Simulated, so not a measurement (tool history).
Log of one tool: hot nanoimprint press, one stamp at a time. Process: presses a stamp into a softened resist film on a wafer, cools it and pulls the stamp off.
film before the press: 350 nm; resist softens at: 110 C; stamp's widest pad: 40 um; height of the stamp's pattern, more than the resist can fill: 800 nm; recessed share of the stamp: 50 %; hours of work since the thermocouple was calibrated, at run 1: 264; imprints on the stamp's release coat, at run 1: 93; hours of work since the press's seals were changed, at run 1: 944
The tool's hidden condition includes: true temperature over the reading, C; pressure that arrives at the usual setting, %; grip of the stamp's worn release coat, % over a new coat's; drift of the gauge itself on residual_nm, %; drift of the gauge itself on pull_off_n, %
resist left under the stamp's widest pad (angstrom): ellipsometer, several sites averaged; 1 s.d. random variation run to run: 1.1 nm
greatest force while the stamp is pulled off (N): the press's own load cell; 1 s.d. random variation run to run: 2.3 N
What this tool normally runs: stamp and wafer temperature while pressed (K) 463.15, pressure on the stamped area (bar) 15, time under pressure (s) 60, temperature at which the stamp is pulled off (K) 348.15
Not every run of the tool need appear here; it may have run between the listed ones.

run	hour	stamp and wafer temperature while pressed (K)	pressure on the stamped area (bar)	time under pressure (s)	temperature at which the stamp is pulled off (K)	hours of work since the thermocouple was calibrated	imprints on the stamp's release coat	hours of work since the press's seals were changed	resist left under the stamp's widest pad (angstrom)	greatest force while the stamp is pulled off (N)
1	0	463.15	15	60	348.15	264	93	944	1702	101
2	60.5	463.15	15	31	348.15	295	288	974	2128	105
3	104.7	463.15	15	31	348.15	317	431	996	2116	106
4	139.3	463.15	16.7	60	348.15	334	542	1013	1599	112
# hour 151.4: plate thermocouple calibrated
5	215.2	463.15	15	60	348.15	32	778	1050	1638	113
6	249.7	463.15	15	60	348.15	49	889	1067	1633	115
# hour 276.4: press's hydraulic seals changed and the load cell set to zero
7	313.1	463.15	15	60	348.15	76	1068	18	1594	116
8	347.7	463.15	15	60	348.15	94	1179	35	1596	122
9	404.7	463.15	15	60	348.15	122	1364	64	1586	122
10	447.4	463.15	14.4	60	348.15	143	1501	85	1632	130
# hour 526.2: plate thermocouple calibrated, once more
11	526.2	463.15	14.4	60	348.15	0	1746	123	1767	138
12	562.2	463.15	18.4	60	348.15	18	1862	141	1619	140
# hour 608.5: stamp cleaned and given a new release coat
13	608.5	463.15	18.4	60	348.15	38	0	161	1596	102
14	674.3	471.15	18.4	60	348.15	71	213	193	1098	105
15	733	468.15	15	60	348.15	100	402	222	1386	113
16	812.3	464.15	15	60	348.15	139	658	262	1639	116
17	883.4	464.15	15	60	348.15	175	887	297	1633	119
18	930.2	464.15	15	60	348.15	198	1038	320	1632	118
19	972.9	459.15	16.2	51	353.15	219	1176	342	2073	115
20	1053.3	453.15	16.2	51	355.15	259	1436	382	2540	114
21	1090.1	453.15	15.4	51	355.15	277	1554	400	2552	114
22	1159.8	463.15	10.7	34	353.15	312	1779	435	2269	123
# hour 1217.1: plate thermocouple calibrated
# hour 1233.4: stamp cleaned and given a new release coat
23	1253	461.15	20.7	44	353.15	15	63	476	1911	94
24	1294.6	456.15	22.1	60	348.15	36	198	497	2061	104
25	1357.5	456.15	22.1	60	348.15	67	401	528	2026	108
26	1412.7	456.15	22.1	60	348.15	94	578	556	2046	113
27	1484.1	454.15	15	111	338.15	130	809	591	2036	143
28	1536.6	453.15	15	60	339.15	156	979	617	2507	143
29	1596.1	462.15	15	60	342.15	185	1171	647	1784	138

For some of the steps in resist left under the stamp's widest pad (angstrom) from one run to the next: how much would appear even if the tool had no hidden state, given the settings, what came in and random variation, and how much remains for the hidden state plus any gauge scatter that the measured result and the result without hidden state don't share?
Run 3 -> 4: pressure on the stamped area (bar) 15 -> 16.7, time under pressure (s) 31 -> 60. resist left under the stamp's widest pad (angstrom) -517: hidden state +4, all else -521.
Run 10 -> 11: plate thermocouple calibrated, once more. resist left under the stamp's widest pad (angstrom) +135: hidden state +172, all else -37.
Run 22 -> 23: stamp and wafer temperature while pressed (K) 463.15 -> 461.15, pressure on the stamped area (bar) 10.7 -> 20.7, time under pressure (s) 34 -> 44, plate thermocouple calibrated, stamp cleaned and given a new release coat. resist left under the stamp's widest pad (angstrom) -358: hidden state +88, all else -446.
Run 28 -> 29: stamp and wafer temperature while pressed (K) 453.15 -> 462.15, temperature at which the stamp is pulled off (K) 339.15 -> 342.15. resist left under the stamp's widest pad (angstrom) -723: hidden state -6, all else -717.
